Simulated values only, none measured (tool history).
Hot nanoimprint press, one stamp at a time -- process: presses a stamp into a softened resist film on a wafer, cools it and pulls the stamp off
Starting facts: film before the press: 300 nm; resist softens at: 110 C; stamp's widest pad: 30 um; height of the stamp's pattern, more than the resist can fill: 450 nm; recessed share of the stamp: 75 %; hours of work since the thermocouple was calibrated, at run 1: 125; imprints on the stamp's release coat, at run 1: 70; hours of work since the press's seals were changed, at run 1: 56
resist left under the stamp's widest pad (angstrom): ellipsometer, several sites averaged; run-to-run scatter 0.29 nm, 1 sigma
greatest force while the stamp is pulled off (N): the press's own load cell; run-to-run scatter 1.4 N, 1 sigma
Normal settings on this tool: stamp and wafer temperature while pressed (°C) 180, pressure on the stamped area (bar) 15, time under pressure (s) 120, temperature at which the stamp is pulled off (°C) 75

run,hour,stamp and wafer temperature while pressed (°C),pressure on the stamped area (bar),time under pressure (s),temperature at which the stamp is pulled off (°C),hours of work since the thermocouple was calibrated,imprints on the stamp's release coat,hours of work since the press's seals were changed,resist left under the stamp's widest pad (angstrom),greatest force while the stamp is pulled off (N)
1,0,180,15,120,75,125,70,56,1192,189
2,18.9,180,15,120,75,135,132,65,1192,191
3,35.1,180,15,120,77,143,184,73,1191,182
4,54.6,180,15,120,77,153,248,83,1188,186
5,64.8,180,15,120,77,158,281,88,1187,185
6,79.1,180,15,120,69,165,328,95,1189,203
7,98.1,180,15,120,69,174,389,105,1182,205
8,118.6,180,15,120,77,185,456,115,1182,183
9,137.8,180,15,120,77,194,519,124,1179,184
10,156.9,180,15,120,77,204,581,134,1171,186
11,170.8,180,15,120,78,211,626,141,1175,185
12,182.1,192,15,120,78,216,662,146,807,184
13,192.2,192,15,120,78,221,696,151,809,181
14,202.3,192,15,120,78,226,728,156,808,183
15,218.4,180,15,120,81,234,781,164,1173,178
16,231.5,180,15,166,68,241,823,171,1026,206
17,245.1,180,15,166,68,248,867,178,1019,206
# hour 246.9: gauge calibrated
# hour 256.9: stamp cleaned and given a new release coat
18,273.5,180,19,87,62,259,55,189,1219,221
19,291.4,180,19,87,62,268,113,198,1210,218
20,315.3,180,15,120,65,280,190,210,1188,213
21,336.7,180,15,120,65,290,260,220,1186,210
# hour 353.2: plate thermocouple calibrated
22,353.3,180,16.3,152,65,0,304,227,1032,213
23,371.4,180,15,120,76,9,363,236,1181,188
24,388.8,180,23.2,96,76,18,420,245,1061,188
25,411.5,180,23.2,96,76,29,494,256,1052,188
26,427.9,185,23.2,192,79,37,547,264,657,180
27,441.8,185,23.2,192,79,44,592,271,656,179
28,452.4,180,15,69,75,49,627,277,1446,189

Alternative continuations, all from the tool just after run 28; predict every row:
A,467.7,180,9.1,69,75,57,677,284,?,?
B,467.7,180,15,120,75,57,677,284,?,?
C,467.7,181,15,212,75,57,677,284,?,?
D,467.7,180,11.4,200,61,57,677,284,?,?
E,467.7,180,18.9,71,75,57,677,284,?,?

run,resist left under the stamp's widest pad (angstrom),greatest force while the stamp is pulled off (N)
A,1747,190
B,1164,188
C,893,188
D,1078,222
E,1299,190
Without the tool's unlogged condition, the same runs would have read:
run,resist left under the stamp's widest pad (angstrom),greatest force while the stamp is pulled off (N)
A,1782,190
B,1187,188
C,911,187
D,1099,221
E,1325,189

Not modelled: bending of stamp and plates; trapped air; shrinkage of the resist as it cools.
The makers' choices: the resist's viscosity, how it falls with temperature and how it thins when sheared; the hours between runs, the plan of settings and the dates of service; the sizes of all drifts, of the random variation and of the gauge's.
